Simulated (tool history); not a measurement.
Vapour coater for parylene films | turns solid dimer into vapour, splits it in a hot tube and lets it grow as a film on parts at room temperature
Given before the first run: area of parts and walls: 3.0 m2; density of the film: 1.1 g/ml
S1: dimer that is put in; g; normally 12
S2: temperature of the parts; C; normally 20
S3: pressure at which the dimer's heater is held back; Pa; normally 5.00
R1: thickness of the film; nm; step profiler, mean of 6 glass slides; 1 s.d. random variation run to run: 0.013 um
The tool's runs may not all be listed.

| run | hour | S1 | S2 | S3 | R1 |
|---|---|---|---|---|---|
| 1 | 0.0 | 12 | 20 | 5.00 | 1850 |
| 2 | 16.9 | 12 | 20 | 5.00 | 1850 |
| 3 | 31.8 | 12 | 20 | 5.00 | 1840 |
| 4 | 42.2 | 12 | 20 | 5.00 | 1840 |
|  | 50.9 | trap's valve overhauled |
| 5 | 56.9 | 12 | 20 | 5.00 | 2000 |
| 6 | 67.3 | 11 | 20 | 5.00 | 1800 |
| 7 | 79.3 | 12 | 20 | 3.40 | 2090 |
| 8 | 93.5 | 12 | 20 | 3.10 | 2060 |
| 9 | 109.1 | 12 | 20 | 3.10 | 2060 |
| 10 | 123.3 | 6 | 20 | 5.00 | 990 |
| 11 | 139.9 | 12 | 20 | 4.19 | 1990 |
| 12 | 154.6 | 12 | 20 | 5.00 | 1940 |
|  | 156.7 | table's thermometer calibrated |
| 13 | 172.2 | 12 | 21 | 5.00 | 1830 |
| 14 | 189.7 | 12 | 26 | 5.00 | 1480 |
| 15 | 202.3 | 12 | 20 | 5.00 | 1900 |
| 16 | 217.4 | 12 | 20 | 5.00 | 1890 |
|  | 226.7 | table's thermometer calibrated, once more |
| 17 | 229.4 | 12 | 12 | 5.00 | 2750 |
| 18 | 246.4 | 12 | 12 | 5.00 | 2720 |
| 19 | 261.3 | 12 | 20 | 5.00 | 1890 |
| 20 | 277.0 | 12 | 20 | 5.00 | 1890 |
| 21 | 288.5 | 12 | 20 | 5.00 | 1890 |
| 22 | 298.8 | 12 | 20 | 5.00 | 1890 |
| 23 | 310.6 | 12 | 25 | 4.08 | 1570 |
| 24 | 322.2 | 19 | 26 | 11.20 | 2090 |
| 25 | 338.1 | 19 | 26 | 11.20 | 2100 |
| 26 | 349.4 | 6 | 18 | 8.73 | 970 |
| 27 | 359.1 | 6 | 18 | 8.73 | 960 |
| 28 | 371.3 | 6 | 30 | 8.73 | 580 |
| 29 | 383.0 | 6 | 30 | 8.73 | 570 |
| 30 | 399.8 | 8 | 20 | 5.00 | 1220 |
| 31 | 407.0 | 8 | 20 | 5.00 | 1220 |
|  | 413.5 | trap's valve overhauled |
| 32 | 419.7 | 12 | 24 | 5.00 | 1690 |
| 33 | 427.5 | 12 | 24 | 5.00 | 1710 |
| 34 | 441.2 | 7 | 22 | 2.74 | 1140 |
| 35 | 453.7 | 12 | 12 | 6.33 | 2720 |
| 36 | 470.4 | 12 | 12 | 6.33 | 2720 |
| 37 | 485.3 | 10 | 14 | 8.64 | 1980 |
| 38 | 494.4 | 5 | 18 | 3.32 | 940 |
| 39 | 501.6 | 5 | 18 | 3.32 | 940 |
| 40 | 514.1 | 18 | 26 | 3.76 | 2310 |
| 41 | 523.0 | 6 | 24 | 5.93 | 810 |
| 42 | 540.4 | 10 | 24 | 3.00 | 1440 |
| 43 | 552.1 | 6 | 20 | 5.48 | 970 |

Here are 4 independent what-if runs from the current tool condition. What would each one return?
| A | 563.2 | 8 | 15 | 10.46 | ? |
| B | 563.2 | 14 | 20 | 2.58 | ? |
| C | 563.2 | 19 | 20 | 5.48 | ? |
| D | 563.2 | 6 | 16 | 5.23 | ? |

| run | R1 |
|---|---|
| A | 1490 |
| B | 2430 |
| C | 3030 |
| D | 1150 |
The same runs, with their run-to-run variation unchanged, on a tool lacking any hidden condition would have given:
| run | R1 |
|---|---|
| A | 1550 |
| B | 2540 |
| C | 3160 |
| D | 1200 |

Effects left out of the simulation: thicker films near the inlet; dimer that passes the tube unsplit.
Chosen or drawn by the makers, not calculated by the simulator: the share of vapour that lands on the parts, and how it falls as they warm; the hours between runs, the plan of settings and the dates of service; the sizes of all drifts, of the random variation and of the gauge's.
